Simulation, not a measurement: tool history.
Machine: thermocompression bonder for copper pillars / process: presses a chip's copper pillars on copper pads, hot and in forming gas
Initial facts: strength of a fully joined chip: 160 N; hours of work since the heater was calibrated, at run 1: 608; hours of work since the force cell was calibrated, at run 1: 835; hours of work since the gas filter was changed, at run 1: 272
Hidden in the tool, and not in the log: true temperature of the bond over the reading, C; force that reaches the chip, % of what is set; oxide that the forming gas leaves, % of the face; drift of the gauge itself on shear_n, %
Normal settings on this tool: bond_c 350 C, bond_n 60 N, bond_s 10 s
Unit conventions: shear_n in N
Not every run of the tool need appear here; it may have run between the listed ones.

run    hour  bond_c  bond_n  bond_s  hours of work since the heater was calibrated  hours of work since the force cell was calibrated  hours of work since the gas filter was changed  shear_n
  1     0.0     350      60      10                                            608                                                835                                             272    100.3
  2    32.1     350      60      10                                            633                                                860                                             297     99.9
  3    73.9     350      60      10                                            666                                                893                                             330    100.5
       76.7  -- forming gas filter changed
  4    98.6     350      60      10                                            686                                                912                                              17    107.1
  5   127.1     350      60      10                                            708                                                935                                              40    108.3
  6   161.0     350      60      10                                            735                                                962                                              67    107.6
  7   191.3     350      60       7                                            759                                                986                                              91     96.7
  8   227.7     358      60      10                                            788                                               1015                                             120    112.7
  9   256.5     358      60      10                                            810                                               1037                                             142    112.7
 10   285.9     358      60      19                                            834                                               1061                                             165    128.1
 11   326.8     346      60      10                                            866                                               1093                                             198    100.5
 12   365.8     346      60      10                                            897                                               1124                                             229     99.8
 13   385.5     350      60       6                                            912                                               1139                                             244     89.1
 14   416.7     350      60      10                                            937                                               1164                                             269    101.3
 15   454.2     350      60      21                                            967                                               1194                                             299    118.9
 16   480.7     350      60      10                                            988                                               1215                                             320    101.1
      497.7  -- forming gas filter changed
 17   498.6     350      60       9                                           1001                                               1228                                               1    106.5
 18   529.5     342      60       9                                           1026                                               1253                                              25    101.3
 19   554.3     350      60      10                                           1046                                               1273                                              45    109.5
 20   594.5     350      60      10                                           1077                                               1304                                              77    107.5
 21   628.0     370      77      10                                           1104                                               1331                                             103    133.1
 22   657.3     379      62      16                                           1127                                               1354                                             126    136.2
 23   698.1     379      62      16                                           1159                                               1386                                             159    135.5
 24   715.1     374      60      10                                           1173                                               1400                                             172    122.5
 25   757.6     374      60      10                                           1206                                               1433                                             206    120.1
 26   776.4     374      60      15                                           1221                                               1448                                             220    130.8
 27   804.9     374      60      15                                           1244                                               1471                                             243    128.0
 28   824.4     376      60      10                                           1259                                               1486                                             258    121.8
 29   842.6     376      60      14                                           1274                                               1501                                             273    128.6
      859.0  -- force cell calibrated
 30   882.8     342      50      10                                           1304                                                 19                                             303     90.6
 31   901.2     372      86      19                                           1319                                                 33                                             318    140.1
      919.9  -- forming gas filter changed
 32   932.6     343      86      12                                           1343                                                 58                                              10    133.4
 33   964.4     347      57      12                                           1368                                                 83                                              35    112.0
 34   997.6     347      57      12                                           1395                                                109                                              61    111.6
 35  1022.7     349      60      10                                           1414                                                129                                              81    111.5
 36  1059.2     349      60      10                                           1443                                                158                                             110    112.4
 37  1097.0     349      42       5                                           1473                                                188                                             140     71.6
 38  1125.1     349      42       5                                           1496                                                210                                             162     70.7
 39  1161.7     349      42       5                                           1524                                                239                                             191     69.3
 40  1196.7     373      60       9                                           1552                                                267                                             219    121.7

4 options for the next run, each taken on its own from the tool as it stands now. Forecast them:
  A  1215.0     352      54       9                                           1567                                                281                                             233        ?
  B  1215.0     349      42       9                                           1567                                                281                                             233        ?
  C  1215.0     350      85      10                                           1567                                                281                                             233        ?
  D  1215.0     322      62      23                                           1567                                                281                                             233        ?

run  shear_n
  A    101.0
  B     83.1
  C    124.6
  D    110.2
With no hidden state in the tool, these same runs would have given:
run  shear_n
  A    100.9
  B     82.0
  C    127.4
  D    110.3
